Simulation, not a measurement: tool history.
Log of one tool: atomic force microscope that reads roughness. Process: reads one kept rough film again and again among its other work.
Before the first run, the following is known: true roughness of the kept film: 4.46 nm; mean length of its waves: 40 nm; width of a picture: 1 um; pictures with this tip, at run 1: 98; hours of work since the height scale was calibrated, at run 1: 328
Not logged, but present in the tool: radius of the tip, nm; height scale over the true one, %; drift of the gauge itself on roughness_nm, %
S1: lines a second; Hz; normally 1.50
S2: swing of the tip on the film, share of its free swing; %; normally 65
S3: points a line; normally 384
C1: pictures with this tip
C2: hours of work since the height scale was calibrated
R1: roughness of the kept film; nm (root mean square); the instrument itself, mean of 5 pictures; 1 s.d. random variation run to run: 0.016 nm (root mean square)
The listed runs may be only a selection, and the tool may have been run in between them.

run	hour	S1	S2	S3	C1	C2	R1
1	0.0	1.50	65	384	98	328	3.633
2	19.2	1.50	65	384	122	339	3.545
3	35.2	1.50	65	384	143	347	3.518
4	51.6	1.50	65	384	163	356	3.420
5	69.0	1.50	65	384	185	365	3.420
6	88.2	1.50	65	384	209	376	3.366

Expected results for the next run?
# hour 101.7: new tip fitted
7	117.7	3.09	85	860	20	391	?

R1: 2.869 nm (root mean square)
On a tool with no hidden condition, and with the same random variation, this run would have come out at R1 2.901 nm (root mean square).
